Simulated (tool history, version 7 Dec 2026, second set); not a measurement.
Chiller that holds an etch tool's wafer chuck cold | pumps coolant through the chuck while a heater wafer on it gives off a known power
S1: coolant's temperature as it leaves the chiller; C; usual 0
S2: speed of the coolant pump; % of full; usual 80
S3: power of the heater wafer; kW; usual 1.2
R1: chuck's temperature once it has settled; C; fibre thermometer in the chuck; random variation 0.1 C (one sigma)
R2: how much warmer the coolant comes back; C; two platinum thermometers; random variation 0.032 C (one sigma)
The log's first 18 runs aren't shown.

{"run": 19, "hour": 1197.7, "S1": 1, "S2": 94, "S3": 1.011, "R1": 9.6, "R2": 2.73}
{"run": 20, "hour": 1246.4, "S1": 1, "S2": 94, "S3": 1.011, "R1": 9.8, "R2": 2.71}
{"run": 21, "hour": 1319.5, "S1": -4, "S2": 80, "S3": 0.942, "R1": 4.9, "R2": 3.02}
{"run": 22, "hour": 1402.6, "S1": -4, "S2": 80, "S3": 0.942, "R1": 5, "R2": 2.94}
{"run": 23, "hour": 1446.9, "S1": 0, "S2": 90, "S3": 0.903, "R1": 8.1, "R2": 2.41}
{"run": 24, "hour": 1483.3, "S1": 5, "S2": 73, "S3": 1.637, "R1": 21.8, "R2": 5.72}
{"run": 25, "hour": 1532.3, "S1": 5, "S2": 73, "S3": 1.637, "R1": 21.8, "R2": 5.76}
{"run": 26, "hour": 1596.3, "S1": -1, "S2": 80, "S3": 1.2, "R1": 10.5, "R2": 3.75}
{"run": 27, "hour": 1670.4, "S1": 0, "S2": 71, "S3": 1.2, "R1": 12.5, "R2": 4.21}
{"run": 28, "hour": 1747.8, "S1": 3, "S2": 80, "S3": 1.228, "R1": 14.9, "R2": 3.73}
{"run": 29, "hour": 1824.8, "S1": 3, "S2": 80, "S3": 1.228, "R1": 14.8, "R2": 3.69}
{"run": 30, "hour": 1899.1, "S1": -3, "S2": 72, "S3": 1.152, "R1": 8.7, "R2": 3.87}
{"run": 31, "hour": 1980.8, "S1": 0, "S2": 80, "S3": 0.845, "R1": 8.2, "R2": 2.36}

Forecast each of these 5 alternatives for the next run:
{"run": "A", "hour": 2039.3, "S1": -3, "S2": 80, "S3": 0.629, "R1": "?", "R2": "?"}
{"run": "B", "hour": 2039.3, "S1": 0, "S2": 80, "S3": 1.62, "R1": "?", "R2": "?"}
{"run": "C", "hour": 2039.3, "S1": -7, "S2": 81, "S3": 0.869, "R1": "?", "R2": "?"}
{"run": "D", "hour": 2039.3, "S1": 9, "S2": 68, "S3": 1.2, "R1": "?", "R2": "?"}
{"run": "E", "hour": 2039.3, "S1": 0, "S2": 80, "S3": 1.314, "R1": "?", "R2": "?"}

run=A R1=3 R2=1.69
run=B R1=15.8 R2=4.94
run=C R1=1.3 R2=2.46
run=D R1=21.8 R2=4.33
run=E R1=12.6 R2=3.85
Without the tool's hidden state the same runs would have given:
run=A R1=3 R2=2.11
run=B R1=15.7 R2=5.36
run=C R1=1.3 R2=2.88
run=D R1=21.8 R2=4.75
run=E R1=12.6 R2=4.27
